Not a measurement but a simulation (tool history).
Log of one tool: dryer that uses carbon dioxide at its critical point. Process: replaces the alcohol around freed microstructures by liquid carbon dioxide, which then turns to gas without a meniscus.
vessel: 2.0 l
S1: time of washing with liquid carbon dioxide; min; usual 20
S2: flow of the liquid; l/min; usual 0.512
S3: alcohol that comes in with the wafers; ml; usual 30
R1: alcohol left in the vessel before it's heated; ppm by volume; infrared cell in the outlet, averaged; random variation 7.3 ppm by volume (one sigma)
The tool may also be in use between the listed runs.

run 1 hour=0 | S1=20 S2=0.512 S3=30 | R1=538
-- hour=7.7 purifier's bed changed
run 2 hour=51.3 | S1=20 S2=0.512 S3=30 | R1=515
run 3 hour=92.9 | S1=20 S2=0.512 S3=30 | R1=554
run 4 hour=123.9 | S1=20 S2=0.86 S3=30 | R1=55
run 5 hour=161.8 | S1=20 S2=0.512 S3=30 | R1=568
run 6 hour=202.8 | S1=20 S2=0.512 S3=30 | R1=595
-- hour=249.5 inlet filter changed
run 7 hour=261.4 | S1=20 S2=0.512 S3=30 | R1=360
run 8 hour=304.3 | S1=20 S2=0.742 S3=42 | R1=88
run 9 hour=333 | S1=28 S2=0.512 S3=113 | R1=348
run 10 hour=359.8 | S1=15 S2=0.512 S3=31 | R1=1040
run 11 hour=420.8 | S1=31 S2=0.734 S3=116 | R1=35

Forecast each of these 3 alternatives for the next run:
run A hour=470.7 | S1=16 S2=0.364 S3=100 | R1=?
run B hour=470.7 | S1=19 S2=0.734 S3=43 | R1=?
run C hour=470.7 | S1=16 S2=0.366 S3=26 | R1=?

run=A R1=7375
run=B R1=160
run=C R1=1887
Without the tool's hidden state the same runs would have given:
run=A R1=6417
run=B R1=102
run=C R1=1633
